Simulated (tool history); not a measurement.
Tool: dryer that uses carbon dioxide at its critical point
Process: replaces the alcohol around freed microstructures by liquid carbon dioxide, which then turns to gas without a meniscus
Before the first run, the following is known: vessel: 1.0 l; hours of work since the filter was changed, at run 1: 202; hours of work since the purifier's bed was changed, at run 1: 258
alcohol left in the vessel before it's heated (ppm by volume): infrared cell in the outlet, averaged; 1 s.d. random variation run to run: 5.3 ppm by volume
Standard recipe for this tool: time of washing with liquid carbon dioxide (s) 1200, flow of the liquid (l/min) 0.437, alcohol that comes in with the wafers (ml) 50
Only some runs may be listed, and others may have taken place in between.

| run | hour | time of washing with liquid carbon dioxide (s) | flow of the liquid (l/min) | alcohol that comes in with the wafers (ml) | hours of work since the filter was changed | hours of work since the purifier's bed was changed | alcohol left in the vessel before it's heated (ppm by volume) |
|---|---|---|---|---|---|---|---|
| 1 | 0 | 1200 | 0.437 | 50 | 202 | 258 | 213 |
| 2 | 50.7 | 1200 | 0.415 | 50 | 239 | 296 | 283 |
| 3 | 99 | 1200 | 0.415 | 50 | 275 | 331 | 306 |
| 4 | 149.6 | 1200 | 0.415 | 50 | 312 | 368 | 333 |
| 5 | 181.8 | 1200 | 0.437 | 50 | 336 | 392 | 278 |
| 6 | 230.5 | 960 | 0.437 | 50 | 371 | 428 | 743 |
| 7 | 259.8 | 960 | 0.437 | 50 | 393 | 449 | 787 |
| 8 | 298.6 | 960 | 0.437 | 50 | 421 | 477 | 822 |
| 9 | 366.5 | 960 | 0.437 | 50 | 471 | 527 | 899 |
|  | 383.2 | inlet filter changed |
| 10 | 395.8 | 960 | 0.437 | 50 | 9 | 548 | 476 |
| 11 | 465.7 | 960 | 0.437 | 50 | 61 | 599 | 507 |
| 12 | 503.3 | 1200 | 0.437 | 50 | 88 | 627 | 241 |
| 13 | 563.7 | 1200 | 0.437 | 50 | 132 | 671 | 253 |
| 14 | 597.7 | 1200 | 0.437 | 50 | 157 | 696 | 261 |
| 15 | 646.3 | 1860 | 0.437 | 47 | 193 | 732 | 135 |
| 16 | 708.7 | 1140 | 0.276 | 53 | 239 | 778 | 1935 |
|  | 743.5 | purifier's bed changed |
| 17 | 777.9 | 1440 | 0.363 | 34 | 287 | 25 | 140 |
| 18 | 813.2 | 1440 | 0.363 | 34 | 313 | 51 | 142 |
| 19 | 856 | 1440 | 0.437 | 52 | 345 | 83 | 88 |
| 20 | 917.1 | 780 | 0.365 | 27 | 389 | 127 | 1472 |
| 21 | 971.1 | 780 | 0.365 | 27 | 429 | 167 | 1602 |
| 22 | 1016.3 | 1800 | 0.327 | 89 | 462 | 200 | 293 |
|  | 1043.3 | inlet filter changed |
| 23 | 1052 | 1620 | 0.554 | 50 | 6 | 226 | 48 |
| 24 | 1114.1 | 720 | 0.615 | 50 | 52 | 271 | 369 |
| 25 | 1175.2 | 720 | 0.615 | 50 | 97 | 316 | 396 |
| 26 | 1203.8 | 720 | 0.437 | 94 | 118 | 337 | 2814 |
| 27 | 1256.5 | 1080 | 0.396 | 41 | 156 | 376 | 428 |

Predict the results of run 28:
| 28 | 1313.2 | 960 | 0.388 | 41 | 198 | 417 | ? |

Run 28 yielded alcohol left in the vessel before it's heated (ppm by volume) 793.
With no hidden state in the tool, this same run would have given alcohol left in the vessel before it's heated (ppm by volume) 534.
